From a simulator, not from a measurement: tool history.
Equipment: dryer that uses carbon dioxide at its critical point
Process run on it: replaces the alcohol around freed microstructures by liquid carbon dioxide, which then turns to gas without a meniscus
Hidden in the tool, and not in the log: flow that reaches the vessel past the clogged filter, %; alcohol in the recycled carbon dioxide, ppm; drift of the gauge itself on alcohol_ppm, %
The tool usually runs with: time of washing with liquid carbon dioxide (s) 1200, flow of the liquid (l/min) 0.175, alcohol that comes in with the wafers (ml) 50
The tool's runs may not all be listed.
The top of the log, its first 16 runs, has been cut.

run   hour  time of washing with liquid carbon dioxide (s)  flow of the liquid (l/min)  alcohol that comes in with the wafers (ml)  hours of work since the filter was changed  hours of work since the purifier's bed was changed  alcohol left in the vessel before it's heated (ppm by volume)
 17  140.4                                            1200                       0.175                                          50                                         235                                                  88                                                           1011
 18  151.2                                            1200                       0.175                                          50                                         240                                                  93                                                           1000
 19  162.2                                            1200                       0.266                                          20                                         245                                                  98                                                             53
 20  168.2                                             720                       0.228                                          71                                         248                                                 101                                                           3684
 21  180.4                                             900                       0.219                                          24                                         254                                                 107                                                            625
 22  190.3                                            1140                       0.248                                          24                                         259                                                 112                                                            120
 23  198.5                                            1560                       0.115                                          24                                         263                                                 116                                                           1063
 24  210.7                                            1320                       0.151                                          31                                         269                                                 121                                                            832
 25  222.9                                            1440                       0.151                                          63                                         275                                                 127                                                           1196
 26  231.0                                             960                       0.137                                          63                                         278                                                 131                                                           7338
 27  241.2                                            1200                       0.170                                          50                                         283                                                 136                                                           1239
 28  250.4                                            1680                       0.173                                          35                                         288                                                 140                                                            158
 29  261.5                                             720                       0.272                                         108                                         293                                                 146                                                           2901
 30  267.5                                             720                       0.272                                         108                                         296                                                 149                                                           2979
 31  273.7                                            1200                       0.192                                          36                                         299                                                 152                                                            521
 32  279.5                                            1620                       0.123                                          50                                         302                                                 154                                                           1456
 33  290.7                                            1860                       0.217                                          52                                         307                                                 160                                                             63
 34  298.6                                            1860                       0.131                                          99                                         311                                                 164                                                           1176
 35  307.5                                            1860                       0.131                                          99                                         315                                                 168                                                           1181

4 ways to go on from here, each from the tool as it stands after run 35. What would each give?
  A  318.1                                            1860                       0.165                                          56                                         320                                                 173                                                              ?
  B  318.1                                            1920                       0.235                                          49                                         320                                                 173                                                              ?
  C  318.1                                            1560                       0.121                                          82                                         320                                                 173                                                              ?
  D  318.1                                            1620                       0.260                                          99                                         320                                                 173                                                              ?

run  alcohol left in the vessel before it's heated (ppm by volume)
  A                                                            199
  B                                                             47
  C                                                           3178
  D                                                             68
Without the tool's hidden state the same runs would have given:
run  alcohol left in the vessel before it's heated (ppm by volume)
  A                                                             69
  B                                                              5
  C                                                           1794
  D                                                             16
